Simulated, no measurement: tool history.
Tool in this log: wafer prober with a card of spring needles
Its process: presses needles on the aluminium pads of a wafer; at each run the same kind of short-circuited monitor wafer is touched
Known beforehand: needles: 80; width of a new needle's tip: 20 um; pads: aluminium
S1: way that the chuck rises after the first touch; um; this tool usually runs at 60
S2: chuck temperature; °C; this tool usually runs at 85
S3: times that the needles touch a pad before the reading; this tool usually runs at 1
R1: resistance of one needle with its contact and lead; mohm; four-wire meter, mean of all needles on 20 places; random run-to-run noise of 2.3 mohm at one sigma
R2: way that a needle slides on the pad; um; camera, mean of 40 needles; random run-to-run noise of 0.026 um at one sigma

| run | hour | S1 | S2 | S3 | R1 | R2 |
|---|---|---|---|---|---|---|
| 1 | 0 | 60 | 85 | 1 | 271 | 11.05 |
| 2 | 8.1 | 60 | 85 | 3 | 288 | 11.07 |
| 3 | 16.4 | 60 | 85 | 3 | 311 | 11.05 |
| 4 | 26.8 | 60 | 85 | 3 | 319 | 11.03 |
|  | 33.4 | tips cleaned on abrasive film |
| 5 | 38.6 | 52 | 85 | 3 | 298 | 9.6 |
| 6 | 47.8 | 60 | 36 | 1 | 382 | 11.04 |
| 7 | 56.3 | 60 | 36 | 1 | 421 | 11.05 |
|  | 66.9 | tips cleaned on abrasive film |
| 8 | 68.1 | 47 | 36 | 1 | 311 | 8.63 |
| 9 | 82 | 60 | 57 | 1 | 399 | 11.03 |
| 10 | 96.7 | 60 | 57 | 1 | 454 | 11 |
|  | 100.1 | tips cleaned on abrasive film |
| 11 | 111.2 | 60 | 57 | 1 | 368 | 11.02 |
| 12 | 124.8 | 60 | 57 | 1 | 438 | 11.02 |
|  | 133.5 | tips cleaned on abrasive film |
| 13 | 136.5 | 60 | 57 | 1 | 302 | 10.99 |
| 14 | 147.7 | 60 | 79 | 1 | 391 | 10.97 |
| 15 | 158.8 | 60 | 79 | 1 | 440 | 10.98 |
| 16 | 164.9 | 60 | 40 | 3 | 323 | 10.98 |
|  | 166.6 | tips cleaned on abrasive film |
| 17 | 173.7 | 60 | 40 | 3 | 283 | 10.97 |
| 18 | 188.2 | 60 | 40 | 3 | 312 | 10.97 |
| 19 | 198.3 | 75 | 94 | 2 | 336 | 13.73 |
|  | 200.1 | tips cleaned on abrasive film |
| 20 | 211.7 | 60 | 29 | 2 | 320 | 10.95 |
| 21 | 224.9 | 49 | 96 | 1 | 541 | 8.92 |
|  | 233 | tips cleaned on abrasive film |
| 22 | 238.6 | 50 | 28 | 1 | 379 | 9.01 |
| 23 | 247.6 | 42 | 85 | 2 | 447 | 7.56 |
| 24 | 255.9 | 42 | 85 | 2 | 490 | 7.54 |

Each run again, without the hidden state but with its own random variation kept:
The tool's hidden condition here consists of: debris on the tips, nm; way that the needles fall short of the set height, um; tips' diameter, um; drift of the gauge itself on contact_mohm, %; drift of the gauge itself on scrub_um, %.
| run | R1 | R2 |
|---|---|---|
| 1 | 258 | 11.16 |
| 2 | 254 | 11.19 |
| 3 | 258 | 11.16 |
| 4 | 254 | 11.14 |
| 5 | 264 | 9.74 |
| 6 | 242 | 11.17 |
| 7 | 241 | 11.18 |
| 8 | 253 | 8.78 |
| 9 | 248 | 11.18 |
| 10 | 251 | 11.15 |
| 11 | 250 | 11.19 |
| 12 | 253 | 11.19 |
| 13 | 248 | 11.18 |
| 14 | 254 | 11.17 |
| 15 | 256 | 11.17 |
| 16 | 246 | 11.17 |
| 17 | 245 | 11.19 |
| 18 | 243 | 11.19 |
| 19 | 256 | 13.95 |
| 20 | 238 | 11.19 |
| 21 | 268 | 9.16 |
| 22 | 250 | 9.27 |
| 23 | 271 | 7.82 |
| 24 | 270 | 7.8 |

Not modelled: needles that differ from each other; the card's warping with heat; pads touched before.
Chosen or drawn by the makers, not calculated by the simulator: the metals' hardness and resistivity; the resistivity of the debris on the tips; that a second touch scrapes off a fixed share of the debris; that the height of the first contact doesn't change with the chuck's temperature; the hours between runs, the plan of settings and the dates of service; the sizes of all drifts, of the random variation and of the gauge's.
